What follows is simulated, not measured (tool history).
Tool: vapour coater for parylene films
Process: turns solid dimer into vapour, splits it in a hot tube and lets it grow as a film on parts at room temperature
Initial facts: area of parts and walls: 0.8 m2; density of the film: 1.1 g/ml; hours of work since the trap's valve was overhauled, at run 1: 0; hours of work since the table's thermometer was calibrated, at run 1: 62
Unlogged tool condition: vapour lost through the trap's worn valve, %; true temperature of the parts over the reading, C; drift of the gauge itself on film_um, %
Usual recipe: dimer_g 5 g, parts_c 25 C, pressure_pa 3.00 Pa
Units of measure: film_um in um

| run | hour | dimer_g | parts_c | pressure_pa | hours of work since the trap's valve was overhauled | hours of work since the table's thermometer was calibrated | film_um |
|---|---|---|---|---|---|---|---|
| 1 | 0.0 | 5 | 25 | 3.00 | 0 | 62 | 4.86 |
| 2 | 6.6 | 5 | 25 | 6.30 | 5 | 67 | 4.06 |
| 3 | 21.7 | 5 | 25 | 6.30 | 17 | 79 | 4.07 |
| 4 | 34.4 | 5 | 25 | 6.30 | 27 | 89 | 4.04 |
| 5 | 49.4 | 5 | 35 | 3.00 | 39 | 100 | 3.99 |
| 6 | 56.7 | 5 | 35 | 3.00 | 45 | 106 | 3.97 |
| 7 | 65.9 | 5 | 35 | 3.00 | 52 | 113 | 3.99 |
| 8 | 76.2 | 5 | 35 | 3.00 | 60 | 121 | 3.94 |
| 9 | 84.5 | 5 | 35 | 3.00 | 66 | 128 | 3.98 |
| 10 | 96.4 | 5 | 35 | 3.00 | 76 | 137 | 3.95 |
| 11 | 108.0 | 5 | 35 | 3.00 | 85 | 146 | 3.93 |
| 12 | 116.2 | 6 | 25 | 3.00 | 91 | 153 | 5.72 |
| 13 | 124.3 | 6 | 25 | 3.00 | 98 | 159 | 5.75 |
| 14 | 134.2 | 6 | 25 | 3.00 | 105 | 167 | 5.70 |
| 15 | 149.4 | 6 | 25 | 3.00 | 117 | 179 | 5.66 |
| 16 | 163.8 | 6 | 25 | 3.00 | 129 | 190 | 5.67 |
| 17 | 177.6 | 5 | 25 | 3.00 | 140 | 201 | 4.69 |
| 18 | 189.0 | 5 | 25 | 3.00 | 149 | 210 | 4.71 |
| 19 | 201.9 | 5 | 30 | 3.00 | 159 | 220 | 4.30 |
| 20 | 211.5 | 5 | 30 | 3.00 | 166 | 228 | 4.21 |
| 21 | 218.9 | 5 | 25 | 3.00 | 172 | 234 | 4.68 |
| 22 | 230.0 | 5 | 25 | 3.00 | 181 | 242 | 4.69 |
| 23 | 242.6 | 5 | 25 | 3.00 | 191 | 252 | 4.62 |
| 24 | 250.9 | 5 | 25 | 3.00 | 197 | 259 | 4.64 |
| 25 | 262.9 | 5 | 35 | 3.00 | 207 | 268 | 3.81 |
| 26 | 275.7 | 3 | 27 | 3.76 | 217 | 278 | 2.52 |
| 27 | 282.4 | 3 | 27 | 3.76 | 222 | 284 | 2.49 |
| 28 | 295.5 | 3 | 22 | 5.82 | 232 | 294 | 2.50 |
|  | 303.7 | trap's valve overhauled |
| 29 | 312.0 | 2 | 25 | 5.03 | 7 | 304 | 1.73 |
| 30 | 326.7 | 4 | 25 | 3.40 | 18 | 315 | 3.77 |
| 31 | 336.1 | 6 | 17 | 8.33 | 25 | 323 | 5.27 |
| 32 | 345.7 | 5 | 18 | 9.58 | 33 | 330 | 4.18 |
| 33 | 361.9 | 5 | 18 | 9.58 | 46 | 343 | 4.17 |
| 34 | 378.1 | 5 | 18 | 9.58 | 58 | 356 | 4.16 |
| 35 | 392.5 | 3 | 31 | 7.75 | 70 | 367 | 2.00 |
| 36 | 405.8 | 3 | 31 | 7.75 | 80 | 377 | 2.01 |
| 37 | 421.9 | 3 | 31 | 3.00 | 93 | 390 | 2.53 |
| 38 | 431.7 | 4 | 23 | 3.00 | 101 | 398 | 3.98 |
| 39 | 441.2 | 4 | 23 | 3.00 | 108 | 405 | 3.95 |
| 40 | 449.7 | 6 | 25 | 2.10 | 115 | 412 | 6.20 |
| 41 | 464.2 | 6 | 25 | 2.10 | 126 | 423 | 6.19 |
| 42 | 480.3 | 6 | 28 | 6.56 | 139 | 436 | 4.40 |
| 43 | 493.8 | 6 | 28 | 6.56 | 149 | 447 | 4.37 |
| 44 | 505.5 | 2 | 25 | 3.65 | 159 | 456 | 1.79 |
| 45 | 518.8 | 7 | 36 | 7.38 | 169 | 466 | 4.16 |
| 46 | 532.6 | 7 | 36 | 7.38 | 180 | 477 | 4.20 |
| 47 | 542.0 | 3 | 17 | 9.86 | 187 | 484 | 2.41 |
| 48 | 550.3 | 2 | 36 | 3.82 | 194 | 491 | 1.40 |

3 options for the next run, each taken on its own from the tool as it stands now. Forecast them:
| A | 560.6 | 6 | 32 | 11.14 | 202 | 499 | ? |
| B | 560.6 | 5 | 26 | 11.90 | 202 | 499 | ? |
| C | 560.6 | 5 | 26 | 6.41 | 202 | 499 | ? |

| run | film_um |
|---|---|
| A | 3.49 |
| B | 3.23 |
| C | 3.78 |
With no hidden state in the tool, these same runs would have given:
| run | film_um |
|---|---|
| A | 3.68 |
| B | 3.40 |
| C | 3.98 |
